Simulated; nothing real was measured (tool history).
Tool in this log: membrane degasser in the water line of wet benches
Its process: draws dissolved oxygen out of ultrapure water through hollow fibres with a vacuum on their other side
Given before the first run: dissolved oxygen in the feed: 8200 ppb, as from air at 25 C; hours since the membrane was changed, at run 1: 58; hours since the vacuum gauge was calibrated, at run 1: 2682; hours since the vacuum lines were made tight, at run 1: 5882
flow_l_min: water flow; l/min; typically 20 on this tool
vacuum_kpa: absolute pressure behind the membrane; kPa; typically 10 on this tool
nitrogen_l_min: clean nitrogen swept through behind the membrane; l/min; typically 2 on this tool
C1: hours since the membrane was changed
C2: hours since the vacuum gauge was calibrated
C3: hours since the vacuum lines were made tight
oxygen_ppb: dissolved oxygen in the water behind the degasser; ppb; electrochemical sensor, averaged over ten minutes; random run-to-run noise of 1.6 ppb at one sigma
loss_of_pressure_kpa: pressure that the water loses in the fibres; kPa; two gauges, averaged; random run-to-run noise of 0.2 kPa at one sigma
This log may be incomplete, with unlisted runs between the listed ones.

Run 1, hour 0: usual settings; C1 58; C2 2682; C3 5882. Result: oxygen_ppb 171.8 ppb, loss_of_pressure_kpa 42.16 kPa.
Run 2, hour 47.8: usual settings; C1 105; C2 2730; C3 5930. Result: oxygen_ppb 170.5 ppb, loss_of_pressure_kpa 42.17 kPa.
Run 3, hour 69.3: usual settings; C1 127; C2 2751; C3 5951. Result: oxygen_ppb 165.2 ppb, loss_of_pressure_kpa 42.32 kPa.
Run 4, hour 98: usual settings; C1 156; C2 2780; C3 5980. Result: oxygen_ppb 167.2 ppb, loss_of_pressure_kpa 42.09 kPa.
Run 5, hour 121: usual settings; C1 179; C2 2803; C3 6003. Result: oxygen_ppb 169.9 ppb, loss_of_pressure_kpa 42.06 kPa.
Run 6, hour 153.1: usual settings but nitrogen_l_min 3.72 l/min; C1 211; C2 2835; C3 6035. Result: oxygen_ppb 96.5 ppb, loss_of_pressure_kpa 42.11 kPa.
Run 7, hour 196.6: usual settings; C1 254; C2 2878; C3 6079. Result: oxygen_ppb 168.2 ppb, loss_of_pressure_kpa 42.32 kPa.

Estimate the outcome of run 8 from the log above:
Run 8, hour 221: usual settings but vacuum_kpa 11.2 kPa; C1 279; C2 2903; C3 6103. Result: oxygen_ppb ?, loss_of_pressure_kpa ?.

Run 8 gave oxygen_ppb 198.1 ppb, loss_of_pressure_kpa 42.24 kPa.
With no hidden state in the tool, this same run would have given oxygen_ppb 190.9 ppb, loss_of_pressure_kpa 42.16 kPa.

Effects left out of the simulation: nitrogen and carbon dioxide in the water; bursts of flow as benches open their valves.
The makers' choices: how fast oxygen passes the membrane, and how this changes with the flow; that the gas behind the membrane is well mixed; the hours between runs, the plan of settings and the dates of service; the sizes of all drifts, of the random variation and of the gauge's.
